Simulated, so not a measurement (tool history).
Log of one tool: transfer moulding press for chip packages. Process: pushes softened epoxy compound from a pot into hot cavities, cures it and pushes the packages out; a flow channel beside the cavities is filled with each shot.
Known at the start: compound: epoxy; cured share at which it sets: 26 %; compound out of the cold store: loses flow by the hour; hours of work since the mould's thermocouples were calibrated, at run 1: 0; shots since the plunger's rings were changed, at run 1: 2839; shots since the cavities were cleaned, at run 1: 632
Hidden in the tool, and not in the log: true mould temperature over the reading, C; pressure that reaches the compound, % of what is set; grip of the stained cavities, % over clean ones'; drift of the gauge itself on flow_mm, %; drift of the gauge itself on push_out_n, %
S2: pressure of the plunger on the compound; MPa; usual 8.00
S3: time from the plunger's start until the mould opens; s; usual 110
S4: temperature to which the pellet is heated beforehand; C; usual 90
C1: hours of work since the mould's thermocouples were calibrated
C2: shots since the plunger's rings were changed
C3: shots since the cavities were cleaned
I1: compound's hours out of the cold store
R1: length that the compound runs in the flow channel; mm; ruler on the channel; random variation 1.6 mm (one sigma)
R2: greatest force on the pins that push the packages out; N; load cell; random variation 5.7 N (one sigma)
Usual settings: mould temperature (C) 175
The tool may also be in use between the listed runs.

{"run": 1, "hour": 0.0, "mould temperature (C)": 175, "S2": 8.0, "S3": 110, "S4": 90, "C1": 0, "C2": 2839, "C3": 632, "I1": 17.7, "R1": 600, "R2": 266}
{"hour": 33.4, "done": "cavities cleaned with cleaning compound and waxed"}
{"hour": 59.7, "done": "plunger's sealing rings changed"}
{"run": 2, "hour": 77.4, "mould temperature (C)": 175, "S2": 7.03, "S3": 110, "S4": 90, "C1": 38, "C2": 142, "C3": 335, "I1": 9.6, "R1": 608, "R2": 248}
{"run": 3, "hour": 134.2, "mould temperature (C)": 175, "S2": 7.03, "S3": 110, "S4": 90, "C1": 68, "C2": 601, "C3": 794, "I1": 15.5, "R1": 584, "R2": 271}
{"hour": 149.9, "done": "cavities cleaned with cleaning compound and waxed"}
{"run": 4, "hour": 189.8, "mould temperature (C)": 175, "S2": 7.03, "S3": 110, "S4": 90, "C1": 96, "C2": 1038, "C3": 322, "I1": 17.7, "R1": 571, "R2": 246}
{"run": 5, "hour": 251.6, "mould temperature (C)": 175, "S2": 8.0, "S3": 110, "S4": 90, "C1": 129, "C2": 1536, "C3": 820, "I1": 13.9, "R1": 623, "R2": 278}
{"hour": 264.7, "done": "cavities cleaned with cleaning compound and waxed"}
{"run": 6, "hour": 296.3, "mould temperature (C)": 175, "S2": 8.0, "S3": 110, "S4": 90, "C1": 151, "C2": 1885, "C3": 255, "I1": 19.7, "R1": 598, "R2": 236}
{"run": 7, "hour": 355.4, "mould temperature (C)": 175, "S2": 8.0, "S3": 110, "S4": 90, "C1": 182, "C2": 2362, "C3": 732, "I1": 31.0, "R1": 548, "R2": 261}
{"hour": 376.9, "done": "cavities cleaned with cleaning compound and waxed"}
{"run": 8, "hour": 408.1, "mould temperature (C)": 175, "S2": 8.0, "S3": 110, "S4": 90, "C1": 209, "C2": 2776, "C3": 252, "I1": 18.9, "R1": 592, "R2": 235}
{"hour": 473.2, "done": "plunger's sealing rings changed"}
{"run": 9, "hour": 477.1, "mould temperature (C)": 175, "S2": 8.0, "S3": 110, "S4": 90, "C1": 244, "C2": 31, "C3": 788, "I1": 33.9, "R1": 548, "R2": 269}
{"hour": 494.2, "done": "cavities cleaned with cleaning compound and waxed"}
{"run": 10, "hour": 523.9, "mould temperature (C)": 175, "S2": 9.25, "S3": 110, "S4": 90, "C1": 268, "C2": 397, "C3": 240, "I1": 20.0, "R1": 646, "R2": 228}
{"hour": 607.8, "done": "cavities cleaned with cleaning compound and waxed"}
{"run": 11, "hour": 607.8, "mould temperature (C)": 175, "S2": 9.25, "S3": 110, "S4": 90, "C1": 311, "C2": 1062, "C3": 0, "I1": 18.3, "R1": 648, "R2": 209}
{"run": 12, "hour": 686.6, "mould temperature (C)": 172, "S2": 8.0, "S3": 110, "S4": 90, "C1": 352, "C2": 1698, "C3": 636, "I1": 40.3, "R1": 523, "R2": 282}
{"hour": 723.1, "done": "cavities cleaned with cleaning compound and waxed"}
{"run": 13, "hour": 743.3, "mould temperature (C)": 175, "S2": 9.95, "S3": 110, "S4": 92, "C1": 381, "C2": 2144, "C3": 163, "I1": 9.4, "R1": 713, "R2": 235}
{"run": 14, "hour": 801.8, "mould temperature (C)": 175, "S2": 8.0, "S3": 104, "S4": 89, "C1": 411, "C2": 2616, "C3": 635, "I1": 46.0, "R1": 493, "R2": 260}
{"hour": 835.6, "done": "cavities cleaned with cleaning compound and waxed"}
{"run": 15, "hour": 868.6, "mould temperature (C)": 175, "S2": 8.0, "S3": 122, "S4": 93, "C1": 445, "C2": 3143, "C3": 266, "I1": 35.4, "R1": 526, "R2": 232}
{"hour": 891.8, "done": "plunger's sealing rings changed"}
{"run": 16, "hour": 941.3, "mould temperature (C)": 175, "S2": 8.0, "S3": 122, "S4": 93, "C1": 482, "C2": 400, "C3": 833, "I1": 26.4, "R1": 573, "R2": 250}
{"hour": 955.2, "done": "cavities cleaned with cleaning compound and waxed"}
{"run": 17, "hour": 1016.4, "mould temperature (C)": 175, "S2": 8.0, "S3": 122, "S4": 91, "C1": 521, "C2": 994, "C3": 494, "I1": 29.1, "R1": 561, "R2": 239}

Hidden state at the last listed run before each entry between runs and at the first one after, where it differs:
Between runs 1 and 2: cavities cleaned with cleaning compound and waxed (hour 33.4); plunger's sealing rings changed (hour 59.7)
  true mould temperature over the reading, C: 0.33 -> 0.37; pressure that reaches the compound, % of what is set: 95.56 -> 99.69; grip of the stained cavities, % over clean ones': 30.6 -> 22.1
  measured less the result without the state, R1: -15 -> -2 mm; R2: +61 -> +42 N
Between runs 3 and 4: cavities cleaned with cleaning compound and waxed (hour 149.9)
  true mould temperature over the reading, C: 0.4 -> 0.43; pressure that reaches the compound, % of what is set: 98.98 -> 98.22; grip of the stained cavities, % over clean ones': 36.3 -> 18.9
  measured less the result without the state, R1: -4 -> -5 mm; R2: +73 -> +37 N
Between runs 5 and 6: cavities cleaned with cleaning compound and waxed (hour 264.7)
  true mould temperature over the reading, C: 0.46 -> 0.48; pressure that reaches the compound, % of what is set: 97.45 -> 96.88; grip of the stained cavities, % over clean ones': 35.8 -> 17.4
  measured less the result without the state, R1: -9 -> -11 mm; R2: +71 -> +33 N
Between runs 7 and 8: cavities cleaned with cleaning compound and waxed (hour 376.9)
  true mould temperature over the reading, C: 0.52 -> 0.55; pressure that reaches the compound, % of what is set: 96.08 -> 95.49; grip of the stained cavities, % over clean ones': 34.5 -> 15.2
  measured less the result without the state, R1: -12 -> -15 mm; R2: +66 -> +28 N
Between runs 8 and 9: plunger's sealing rings changed (hour 473.2)
  true mould temperature over the reading, C: 0.55 -> 0.58; pressure that reaches the compound, % of what is set: 95.49 -> 99.49; grip of the stained cavities, % over clean ones': 15.2 -> 33.9
  measured less the result without the state, R1: -15 -> -3 mm; R2: +28 -> +65 N
Between runs 9 and 10: cavities cleaned with cleaning compound and waxed (hour 494.2)
  true mould temperature over the reading, C: 0.58 -> 0.61; pressure that reaches the compound, % of what is set: 99.49 -> 98.88; grip of the stained cavities, % over clean ones': 33.9 -> 16.2
  measured less the result without the state, R1: -3 -> -5 mm; R2: +65 -> +30 N
Between runs 10 and 11: cavities cleaned with cleaning compound and waxed (hour 607.8)
  true mould temperature over the reading, C: 0.61 -> 0.65; pressure that reaches the compound, % of what is set: 98.88 -> 97.89; grip of the stained cavities, % over clean ones': 16.2 -> 2.1
  measured less the result without the state, R1: -5 -> -8 mm; R2: +30 -> +2 N
Between runs 12 and 13: cavities cleaned with cleaning compound and waxed (hour 723.1)
  true mould temperature over the reading, C: 0.69 -> 0.71; pressure that reaches the compound, % of what is set: 96.91 -> 96.19; grip of the stained cavities, % over clean ones': 31.9 -> 12.2
  measured less the result without the state, R1: -9 -> -16 mm; R2: +65 -> +23 N
Between runs 14 and 15: cavities cleaned with cleaning compound and waxed (hour 835.6)
  true mould temperature over the reading, C: 0.75 -> 0.78; pressure that reaches the compound, % of what is set: 95.51 -> 94.69; grip of the stained cavities, % over clean ones': 31.4 -> 16.8
  measured less the result without the state, R1: -13 -> -16 mm; R2: +60 -> +32 N
Between runs 15 and 16: plunger's sealing rings changed (hour 891.8)
  true mould temperature over the reading, C: 0.78 -> 0.82; pressure that reaches the compound, % of what is set: 94.69 -> 99.06; grip of the stained cavities, % over clean ones': 16.8 -> 35.5
  measured less the result without the state, R1: -16 -> -4 mm; R2: +32 -> +65 N
Between runs 16 and 17: cavities cleaned with cleaning compound and waxed (hour 955.2)
  true mould temperature over the reading, C: 0.82 -> 0.85; pressure that reaches the compound, % of what is set: 99.06 -> 98.04; grip of the stained cavities, % over clean ones': 35.5 -> 26.7
  measured less the result without the state, R1: -4 -> -7 mm; R2: +65 -> +50 N

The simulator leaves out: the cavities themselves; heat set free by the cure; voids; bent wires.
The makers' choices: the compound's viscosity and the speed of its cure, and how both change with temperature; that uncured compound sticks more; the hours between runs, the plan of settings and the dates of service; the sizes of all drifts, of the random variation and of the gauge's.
